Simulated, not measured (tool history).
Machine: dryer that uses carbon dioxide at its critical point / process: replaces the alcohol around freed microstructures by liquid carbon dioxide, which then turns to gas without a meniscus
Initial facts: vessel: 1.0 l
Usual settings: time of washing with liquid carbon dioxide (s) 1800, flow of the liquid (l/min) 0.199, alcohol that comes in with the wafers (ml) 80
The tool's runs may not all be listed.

run	day	time of washing with liquid carbon dioxide (s)	flow of the liquid (l/min)	alcohol that comes in with the wafers (ml)	alcohol left in the vessel before it's heated (ppm by volume)
1	0.000	1800	0.199	80	604
# day 0.533: purifier's bed changed
2	2.421	1800	0.249	80	156
3	3.479	1800	0.249	80	146
4	5.800	1800	0.249	80	172
5	6.996	1800	0.199	80	564
6	8.750	1800	0.199	80	599
# day 10.588: inlet filter changed
7	11.300	1800	0.199	80	469
8	13.471	1800	0.199	80	492
9	15.458	1800	0.199	80	520
10	17.383	1800	0.199	80	551
11	19.004	1800	0.199	80	576
12	20.288	1800	0.224	48	239
13	21.746	1800	0.193	30	301
14	24.125	1620	0.317	23	102
# day 25.342: inlet filter changed
15	26.596	1740	0.317	37	101

Alternative continuations, all from the tool just after run 15; predict every row:
A	27.908	1800	0.125	80	?
B	27.908	1800	0.228	80	?
C	27.908	1800	0.195	80	?
D	27.908	1740	0.169	37	?
E	27.908	1560	0.139	80	?

run	alcohol left in the vessel before it's heated (ppm by volume)
A	3108
B	298
C	575
D	606
E	3590
Stripped of hidden state, with their random variation kept, the same runs would have yielded:
run	alcohol left in the vessel before it's heated (ppm by volume)
A	2902
B	197
C	460
D	492
E	3366
